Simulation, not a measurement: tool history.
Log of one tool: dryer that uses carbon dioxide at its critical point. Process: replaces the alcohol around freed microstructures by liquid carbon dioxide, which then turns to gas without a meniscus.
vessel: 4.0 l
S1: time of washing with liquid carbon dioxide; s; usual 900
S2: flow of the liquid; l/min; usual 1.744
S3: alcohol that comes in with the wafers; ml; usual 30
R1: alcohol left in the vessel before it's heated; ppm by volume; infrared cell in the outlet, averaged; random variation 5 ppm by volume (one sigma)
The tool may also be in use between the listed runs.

run	day	S1	S2	S3	R1
1	0.000	900	1.744	30	144
2	1.746	900	1.744	30	144
3	3.433	900	1.744	30	167
4	4.650	900	1.744	30	172
5	5.475	1080	1.744	30	157
6	6.950	900	1.744	114	256
7	8.450	900	2.790	30	160
8	9.325	900	2.790	30	164
9	10.442	900	1.744	28	199
10	12.042	900	1.430	28	251
11	13.904	900	1.430	28	262
# day 14.338: inlet filter changed
12	14.854	900	1.744	30	195
13	16.638	900	1.744	30	203
14	17.896	900	1.150	30	315
15	19.538	900	1.744	30	209
16	21.146	900	1.744	116	262
17	22.392	900	1.510	116	344
18	24.188	900	1.744	30	234
19	25.458	1200	1.744	30	225
20	27.179	1200	1.744	30	224
21	28.862	1200	1.744	30	223
22	29.888	1200	1.744	30	233
23	30.871	900	1.744	30	253
24	31.829	900	1.744	30	261
25	32.954	900	2.910	46	236
26	34.292	900	2.910	46	233
27	35.142	960	1.150	30	379
28	35.958	660	1.744	25	363
29	36.762	780	1.450	26	372
# day 37.250: purifier's bed changed
30	38.546	780	1.450	26	129
31	39.933	600	1.430	30	403
32	41.429	720	2.140	64	103
# day 42.292: inlet filter changed
33	42.979	600	1.840	99	327

Run 34 comes next. What will it give?
34	43.879	600	1.840	99	?

R1: 336 ppm by volume
Without the tool's hidden state the same run would have given R1 292 ppm by volume.
